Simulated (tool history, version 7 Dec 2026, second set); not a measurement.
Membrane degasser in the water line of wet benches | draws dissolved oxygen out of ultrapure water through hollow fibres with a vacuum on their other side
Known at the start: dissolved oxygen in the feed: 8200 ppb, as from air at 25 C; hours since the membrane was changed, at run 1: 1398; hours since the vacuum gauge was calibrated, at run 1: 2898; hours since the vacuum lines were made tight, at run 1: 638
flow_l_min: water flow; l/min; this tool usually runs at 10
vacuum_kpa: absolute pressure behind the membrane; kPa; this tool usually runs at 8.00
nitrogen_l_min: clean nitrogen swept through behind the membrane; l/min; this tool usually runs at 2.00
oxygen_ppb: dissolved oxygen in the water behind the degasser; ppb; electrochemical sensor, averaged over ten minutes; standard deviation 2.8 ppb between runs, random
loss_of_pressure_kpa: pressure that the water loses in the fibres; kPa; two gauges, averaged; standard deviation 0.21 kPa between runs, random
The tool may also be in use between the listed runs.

run	hour	flow_l_min	vacuum_kpa	nitrogen_l_min	hours since the membrane was changed	hours since the vacuum gauge was calibrated	hours since the vacuum lines were made tight	oxygen_ppb	loss_of_pressure_kpa
1	0.0	10	8.00	2.00	1398	2898	638	280.9	47.47
2	22.0	10	8.00	2.00	1420	2919	660	288.5	47.76
3	69.7	10	8.00	2.00	1468	2967	708	282.2	47.16
4	101.8	10	8.00	1.42	1500	2999	740	306.4	47.62
5	150.0	15	8.00	2.00	1548	3047	788	516.3	71.04
6	190.4	10	7.89	2.00	1588	3088	828	287.7	47.74
7	212.1	10	8.00	2.00	1610	3110	850	287.4	47.88
8	233.7	10	8.00	2.00	1632	3131	872	290.2	47.62
9	264.0	10	8.00	2.00	1662	3162	902	285.0	47.47
10	308.2	10	8.00	2.00	1706	3206	946	292.3	47.49
11	342.1	10	16.03	2.37	1740	3240	980	365.1	47.55
12	373.4	12	8.76	4.32	1771	3271	1011	353.6	57.12
13	419.4	14	6.50	4.32	1817	3317	1057	427.4	66.51
14	445.5	8	8.00	1.52	1843	3343	1083	215.3	38.04
15	478.3	6	19.14	1.52	1876	3376	1116	237.1	28.59
16	512.1	9	6.57	2.19	1910	3410	1150	223.7	42.88
# hour 528.1: vacuum gauge calibrated
17	545.8	6	5.39	1.15	1943	18	1183	112.6	28.70
18	575.3	6	5.39	1.15	1973	47	1213	111.4	28.73
19	602.1	10	5.39	1.15	2000	74	1239	281.4	47.54
20	649.6	7	8.65	1.23	2047	121	1287	190.8	33.37

Each row is a separate what-if for the run after 20, all from the same tool condition, not one after another. Results?
A	695.1	8	8.00	0.85	2093	167	1332	?	?
B	695.1	10	17.93	0.88	2093	167	1332	?	?
C	695.1	8	12.21	1.64	2093	167	1332	?	?

run	oxygen_ppb	loss_of_pressure_kpa
A	260.1	38.08
B	595.5	48.01
C	257.5	38.12
Without the tool's unlogged condition, the same runs would have read:
run	oxygen_ppb	loss_of_pressure_kpa
A	254.4	37.81
B	586.8	47.66
C	251.8	37.85
